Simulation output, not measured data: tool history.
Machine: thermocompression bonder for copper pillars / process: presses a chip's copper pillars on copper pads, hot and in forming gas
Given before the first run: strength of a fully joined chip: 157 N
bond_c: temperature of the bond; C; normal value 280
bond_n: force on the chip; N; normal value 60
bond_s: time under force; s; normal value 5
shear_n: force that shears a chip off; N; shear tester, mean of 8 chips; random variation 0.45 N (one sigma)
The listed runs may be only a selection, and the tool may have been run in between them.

Run 1, hour 0: usual settings. Result: shear_n 101.2 N.
Run 2, hour 11.6: usual settings but bond_s 10 s. Result: shear_n 118.2 N.
Run 3, hour 22.6: usual settings but bond_n 74 N. Result: shear_n 110.7 N.
Run 4, hour 35.1: usual settings but bond_n 74 N. Result: shear_n 111.6 N.
Run 5, hour 42.1: usual settings but bond_c 257 C. Result: shear_n 79.8 N.
At hour 46.8: forming gas filter changed.
Run 6, hour 54.5: usual settings but bond_c 257 C. Result: shear_n 86 N.
Run 7, hour 62.5: usual settings but bond_n 39 N. Result: shear_n 83.1 N.
Run 8, hour 72.3: usual settings but bond_n 39 N. Result: shear_n 84.3 N.
Run 9, hour 80.6: usual settings but bond_n 39 N. Result: shear_n 83.2 N.
Run 10, hour 90.1: usual settings but bond_c 287 C, bond_n 39 N. Result: shear_n 89.5 N.
Run 11, hour 101.4: usual settings but bond_n 41 N. Result: shear_n 86.2 N.
Run 12, hour 114.6: usual settings but bond_n 41 N. Result: shear_n 84.9 N.
Run 13, hour 123.3: usual settings but bond_n 41 N. Result: shear_n 85 N.
Run 14, hour 136.2: usual settings but bond_n 41 N. Result: shear_n 85.4 N.
Run 15, hour 149.2: usual settings. Result: shear_n 105.7 N.
Run 16, hour 157.4: usual settings. Result: shear_n 106.3 N.
Run 17, hour 171: usual settings. Result: shear_n 106.1 N.
Run 18, hour 178.9: usual settings. Result: shear_n 105.8 N.
Run 19, hour 191.4: usual settings. Result: shear_n 105.4 N.
Run 20, hour 203.2: usual settings. Result: shear_n 104.8 N.
At hour 205.9: heater calibrated with a thermocouple chip.
Run 21, hour 211.8: usual settings but bond_s 10 s. Result: shear_n 124.7 N.
Run 22, hour 220.3: usual settings. Result: shear_n 106.6 N.
Run 23, hour 228.3: usual settings but bond_c 255 C, bond_s 11 s. Result: shear_n 105.1 N.
Run 24, hour 235.6: usual settings but bond_c 278 C, bond_n 76 N, bond_s 4 s. Result: shear_n 111.9 N.
Run 25, hour 241.3: usual settings but bond_c 256 C, bond_n 74 N, bond_s 4 s. Result: shear_n 89.6 N.
Run 26, hour 249: usual settings but bond_c 256 C, bond_n 74 N, bond_s 4 s. Result: shear_n 88.8 N.
Run 27, hour 255.6: usual settings but bond_c 292 C, bond_n 47 N, bond_s 7 s. Result: shear_n 110.7 N.
Run 28, hour 263.9: usual settings but bond_c 292 C, bond_n 46 N, bond_s 7 s. Result: shear_n 109.1 N.
Run 29, hour 274.1: usual settings but bond_c 291 C, bond_n 46 N, bond_s 13 s. Result: shear_n 123.5 N.
Run 30, hour 279.8: usual settings but bond_c 291 C, bond_n 46 N, bond_s 13 s. Result: shear_n 123.8 N.
At hour 283.7: heater calibrated with a thermocouple chip, once more.
Run 31, hour 289.6: usual settings but bond_c 291 C, bond_n 45 N. Result: shear_n 90.5 N.
Run 32, hour 298.6: usual settings but bond_n 38 N. Result: shear_n 72.9 N.
Run 33, hour 306.1: usual settings but bond_n 38 N. Result: shear_n 72.5 N.
Run 34, hour 313.5: usual settings but bond_s 3 s. Result: shear_n 81.9 N.
Run 35, hour 324.9: usual settings but bond_s 3 s. Result: shear_n 82.9 N.
Run 36, hour 333.5: usual settings but bond_n 37 N, bond_s 3 s. Result: shear_n 58.7 N.
Run 37, hour 342.5: usual settings but bond_n 55 N. Result: shear_n 91.3 N.
Run 38, hour 348.7: usual settings but bond_c 294 C, bond_n 37 N, bond_s 7 s. Result: shear_n 90.7 N.
Run 39, hour 360.6: usual settings but bond_c 290 C, bond_n 58 N, bond_s 12 s. Result: shear_n 122.2 N.

Forecast each of these 4 alternatives for the next run:
Run A, hour 373.1: usual settings but bond_c 307 C, bond_n 83 N, bond_s 12 s. Result: shear_n ?.
Run B, hour 373.1: usual settings but bond_c 289 C. Result: shear_n ?.
Run C, hour 373.1: usual settings but bond_c 269 C, bond_n 58 N, bond_s 11 s. Result: shear_n ?.
Run D, hour 373.1: usual settings but bond_c 254 C, bond_n 58 N, bond_s 3 s. Result: shear_n ?.

run  shear_n
  A    139.4
  B      103
  C    104.2
  D     57.8
Stripped of hidden state, with their random variation kept, the same runs would have yielded:
run  shear_n
  A    151.4
  B    112.6
  C    113.8
  D     63.3
